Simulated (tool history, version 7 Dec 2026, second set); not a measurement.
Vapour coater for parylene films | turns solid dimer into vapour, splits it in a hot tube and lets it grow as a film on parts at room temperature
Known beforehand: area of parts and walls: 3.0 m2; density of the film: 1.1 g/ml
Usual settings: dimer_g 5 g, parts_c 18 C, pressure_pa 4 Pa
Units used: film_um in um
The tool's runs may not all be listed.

| run | hour | dimer_g | parts_c | pressure_pa | film_um |
|---|---|---|---|---|---|
| 1 | 0 | 5 | 18 | 4 | 0.799 |
| 2 | 17.1 | 5 | 18 | 4 | 0.799 |
| 3 | 33.4 | 5 | 18 | 4 | 0.795 |
| 4 | 46.2 | 5 | 18 | 4 | 0.799 |
| 5 | 55.2 | 5 | 18 | 2.08 | 0.939 |
| 6 | 67.9 | 5 | 18 | 7.84 | 0.674 |
| 7 | 78.2 | 5 | 18 | 7.84 | 0.676 |
| 8 | 88.5 | 5 | 18 | 7.84 | 0.674 |
| 9 | 98.4 | 5 | 18 | 5.64 | 0.731 |
|  | 103.3 | trap's valve overhauled |
| 10 | 117.6 | 5 | 18 | 5.64 | 0.722 |
| 11 | 131 | 5 | 18 | 5.64 | 0.72 |
| 12 | 148.1 | 5 | 18 | 3.87 | 0.792 |
| 13 | 160.2 | 5 | 18 | 3.87 | 0.791 |
|  | 167.1 | trap's valve overhauled, once more |
| 14 | 182 | 5 | 18 | 3.87 | 0.828 |
| 15 | 189.7 | 3 | 18 | 4 | 0.489 |
| 16 | 202.6 | 3 | 28 | 4 | 0.363 |
| 17 | 211.9 | 5 | 10 | 8.8 | 0.854 |
| 18 | 223.5 | 5 | 23 | 2.24 | 0.809 |
| 19 | 234.2 | 5 | 23 | 2.24 | 0.809 |
| 20 | 245.2 | 2 | 25 | 2.24 | 0.305 |
| 21 | 254 | 5 | 15 | 7.46 | 0.76 |
| 22 | 267.6 | 5 | 15 | 7.46 | 0.766 |
| 23 | 285.4 | 3 | 30 | 9.14 | 0.273 |
| 24 | 302 | 3 | 30 | 9.14 | 0.275 |
| 25 | 317.9 | 3 | 30 | 9.14 | 0.275 |
| 26 | 330.6 | 7 | 30 | 2.72 | 0.868 |
| 27 | 346.8 | 7 | 23 | 2.72 | 1.076 |
| 28 | 362.8 | 5 | 18 | 3.88 | 0.819 |
| 29 | 372.3 | 2 | 14 | 9.22 | 0.298 |

Some steps in film_um, run to run, broken into two amounts with sign: the step expected even without the hidden condition (settings, incoming material, random variation), and the rest, left for the hidden condition together with whatever gauge scatter is not in both the measured and the hidden-condition-free result:
What the log doesn't record here: vapour lost through the trap's worn valve, %; true temperature of the parts over the reading, C; drift of the gauge itself on film_um, %.
Run 9 -> 10: trap's valve overhauled. film_um -0.009 um: hidden state -0.009, all else +0.
Run 13 -> 14: trap's valve overhauled, once more. film_um +0.037 um: hidden state +0.031, all else +0.006.
Run 25 -> 26: dimer_g 3 -> 7, pressure_pa 9.14 -> 2.72. film_um +0.593 um: hidden state -0.001, all else +0.594.
Run 28 -> 29: dimer_g 5 -> 2, parts_c 18 -> 14, pressure_pa 3.88 -> 9.22. film_um -0.521 um: hidden state +0.002, all else -0.523.
